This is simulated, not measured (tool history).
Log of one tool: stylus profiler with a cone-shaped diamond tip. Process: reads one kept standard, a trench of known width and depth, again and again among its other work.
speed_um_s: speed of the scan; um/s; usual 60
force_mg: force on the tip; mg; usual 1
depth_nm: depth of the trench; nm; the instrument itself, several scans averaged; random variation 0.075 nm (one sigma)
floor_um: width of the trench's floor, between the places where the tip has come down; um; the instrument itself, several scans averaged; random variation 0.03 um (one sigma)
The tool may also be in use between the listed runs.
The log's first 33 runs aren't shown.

run     day  speed_um_s  force_mg  scans with this tip  hours of work since the height scale was calibrated  depth_nm  floor_um
 34  24.838          17      2.09                 7545                                                  796    201.97     95.89
 35  25.742          59      0.43                 7663                                                  809    201.14     95.56
 36  26.488          42       1.4                 7759                                                  819    201.69     95.79
 37   27.15          85      1.21                 7846                                                  828     201.6      95.6
 38  28.025          18      0.88                 7960                                                  840    201.48     95.85
 39  28.479          19      0.88                 8019                                                  846    201.46     95.79
 40   29.45         114      2.05                 8146                                                  860    202.21      95.6
 41  30.462         114      2.05                 8278                                                  874    202.08     95.57
 42  31.358         114       1.2                 8395                                                  886    201.66     95.45
 43  32.025         114       1.2                 8481                                                  895    201.72     95.43
 44  32.504         110      2.58                 8543                                                  902    202.37     95.45
 45  33.521          65      0.68                 8676                                                  916    201.29     95.48
 46  34.333          26      1.32                 8782                                                  927    201.83     95.64
 47  35.338         181      1.08                 8913                                                  941    201.51      95.1

4 ways to go on from here, each from the tool as it stands after run 47. What would each give?
  A  36.05          20      2.19                 9006                                                  950         ?         ?
  B  36.05          26      1.98                 9006                                                  950         ?         ?
  C  36.05         181      2.25                 9006                                                  950         ?         ?
  D  36.05          60      1.13                 9006                                                  950         ?         ?

run  depth_nm  floor_um
  A    202.34     95.67
  B     202.2     95.63
  C    202.33     95.32
  D    201.65     95.54
Without the tool's hidden state the same runs would have given:
run  depth_nm  floor_um
  A    201.73     97.14
  B    201.59      97.1
  C    201.71     96.79
  D    201.03     97.01
